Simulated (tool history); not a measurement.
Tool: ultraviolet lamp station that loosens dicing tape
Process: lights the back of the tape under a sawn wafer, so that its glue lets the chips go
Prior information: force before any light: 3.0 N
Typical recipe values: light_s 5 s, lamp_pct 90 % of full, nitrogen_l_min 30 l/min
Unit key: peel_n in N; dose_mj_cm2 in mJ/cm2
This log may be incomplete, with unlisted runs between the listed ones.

run	hour	light_s	lamp_pct	nitrogen_l_min	peel_n	dose_mj_cm2
1	0.0	5	90	30	0.516	357
2	35.3	5	90	30	0.539	338
3	73.2	5	90	30	0.561	329
4	137.3	5	90	30	0.614	313
5	166.5	5	90	30	0.619	301
# hour 210.7: lamp changed
6	213.8	5	90	30	0.323	492
# hour 221.1: window cleaned of glue's vapour
7	252.7	2	90	30	0.971	207
8	305.4	5	90	42	0.279	503
9	343.5	5	90	45	0.286	486
10	400.2	5	100	17	0.379	521
11	452.3	8	62	16	0.431	501
12	488.0	3	62	10	1.586	184
# hour 520.5: window cleaned of glue's vapour
13	556.0	4	62	30	0.805	239
14	620.4	5	88	12	0.614	417
15	679.3	5	88	12	0.689	393
16	740.6	5	88	12	0.704	379
17	771.9	5	90	49	0.382	377
18	814.6	5	88	12	0.749	353

Here are 5 independent what-if runs from the current tool condition. What would each one return?
# hour 821.2: window cleaned of glue's vapour
A	850.8	10	64	45	?	?
# hour 821.2: window cleaned of glue's vapour
B	850.8	5	90	56	?	?
# hour 821.2: window cleaned of glue's vapour
C	850.8	5	90	27	?	?
# hour 821.2: window cleaned of glue's vapour
D	850.8	4	85	42	?	?
# hour 821.2: window cleaned of glue's vapour
E	850.8	6	95	28	?	?

run	peel_n	dose_mj_cm2
A	0.251	545
B	0.379	377
C	0.491	378
D	0.579	286
E	0.345	483
The same runs, with their run-to-run variation unchanged, on a tool lacking any hidden condition would have given:
run	peel_n	dose_mj_cm2
A	0.203	776
B	0.258	536
C	0.311	537
D	0.360	408
E	0.242	687

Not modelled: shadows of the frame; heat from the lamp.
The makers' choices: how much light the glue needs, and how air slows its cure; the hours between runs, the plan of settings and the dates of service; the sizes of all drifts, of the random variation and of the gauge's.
